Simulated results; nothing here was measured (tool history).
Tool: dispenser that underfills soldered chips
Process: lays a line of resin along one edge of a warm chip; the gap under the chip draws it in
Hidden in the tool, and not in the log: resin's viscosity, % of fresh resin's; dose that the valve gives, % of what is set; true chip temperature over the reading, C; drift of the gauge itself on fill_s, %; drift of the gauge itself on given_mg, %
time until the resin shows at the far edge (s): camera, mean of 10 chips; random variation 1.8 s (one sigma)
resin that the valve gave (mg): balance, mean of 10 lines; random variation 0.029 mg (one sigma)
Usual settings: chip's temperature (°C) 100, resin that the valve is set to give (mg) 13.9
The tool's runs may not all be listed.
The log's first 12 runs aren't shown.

run   hour  chip's temperature (°C)  resin that the valve is set to give (mg)  hours of work since the syringe was changed  hours of work since the valve was cleaned  hours of work since the stage was calibrated  time until the resin shows at the far edge (s)  resin that the valve gave (mg)
 13   45.3                       92                                      13.9                                            2                                         44                                            98                                           252.3                           13.69
 14   47.8                      113                                      13.9                                            4                                         45                                           100                                           158.7                           13.63
      50.6  -- dispensing valve cleaned and set on the balance
 15   51.6                      100                                      13.9                                            6                                          1                                           102                                           258.3                           13.93
 16   55.3                       98                                      13.9                                            9                                          3                                           104                                           333.5                           13.83
      60.2  -- new syringe of resin
 17   60.2                       98                                      13.9                                            0                                          7                                           108                                           180.3                           13.83
 18   64.4                      100                                      13.9                                            3                                          9                                           111                                           209.5                           13.84
 19   68.3                      109                                      13.5                                            6                                         12                                           113                                           196.5                            13.4
 20   70.8                      105                                      16.9                                            7                                         14                                           115                                           244.4                           16.85
 21   73.2                       94                                      13.1                                            9                                         16                                           117                                           385.8                           13.07
 22   75.7                       85                                      12.3                                           11                                         17                                           118                                           577.2                           12.22
      77.6  -- new syringe of resin
 23   78.9                       85                                      15.5                                            1                                         19                                           120                                             280                           15.44
 24   83.3                       85                                      15.5                                            4                                         22                                           124                                           346.9                           15.34
 25   88.3                       95                                      15.1                                            7                                         26                                           127                                           331.2                           14.99
 26   91.9                      100                                      15.4                                           10                                         28                                           130                                           339.8                           15.35
      94.7  -- new syringe of resin
 27   95.4                      100                                      15.4                                            0                                         31                                           132                                           174.6                           15.19
 28   99.9                      100                                      15.4                                            4                                         34                                           135                                             215                           15.23
 29    104                      100                                      15.4                                            6                                         37                                           138                                             266                           15.26
 30  106.3                      100                                        15                                            8                                         38                                           139                                           304.1                           14.78
 31  111.5                      100                                        15                                           12                                         42                                           143                                           383.4                           14.82
     112.1  -- new syringe of resin
 32  114.4                      100                                        15                                            2                                         44                                           145                                             188                           14.83
       120  -- dispensing valve cleaned and set on the balance
 33  120.3                      109                                      15.4                                            5                                          0                                           148                                           183.7                           15.37
 34  124.1                      100                                      12.7                                            8                                          3                                           151                                           297.3                           12.71
 35  128.1                       88                                        16                                           10                                          6                                           154                                           506.1                              16
     130.2  -- new syringe of resin
 36  132.8                      109                                        18                                            2                                          9                                           157                                           151.2                           17.93

Forecast each of these 4 alternatives for the next run:
  A  137.3                       95                                        15                                            5                                         12                                           160                                               ?                               ?
  B  137.3                      106                                      14.2                                            5                                         12                                           160                                               ?                               ?
  C  137.3                      113                                      12.3                                            5                                         12                                           160                                               ?                               ?
  D  137.3                      109                                      17.7                                            5                                         12                                           160                                               ?                               ?

run  time until the resin shows at the far edge (s)  resin that the valve gave (mg)
  A                                           275.1                           14.95
  B                                           206.1                           14.21
  C                                           173.3                           12.29
  D                                             188                           17.67
Without the tool's hidden state the same runs would have given:
run  time until the resin shows at the far edge (s)  resin that the valve gave (mg)
  A                                           196.7                           14.99
  B                                           147.2                           14.25
  C                                           123.6                           12.33
  D                                           134.1                           17.72

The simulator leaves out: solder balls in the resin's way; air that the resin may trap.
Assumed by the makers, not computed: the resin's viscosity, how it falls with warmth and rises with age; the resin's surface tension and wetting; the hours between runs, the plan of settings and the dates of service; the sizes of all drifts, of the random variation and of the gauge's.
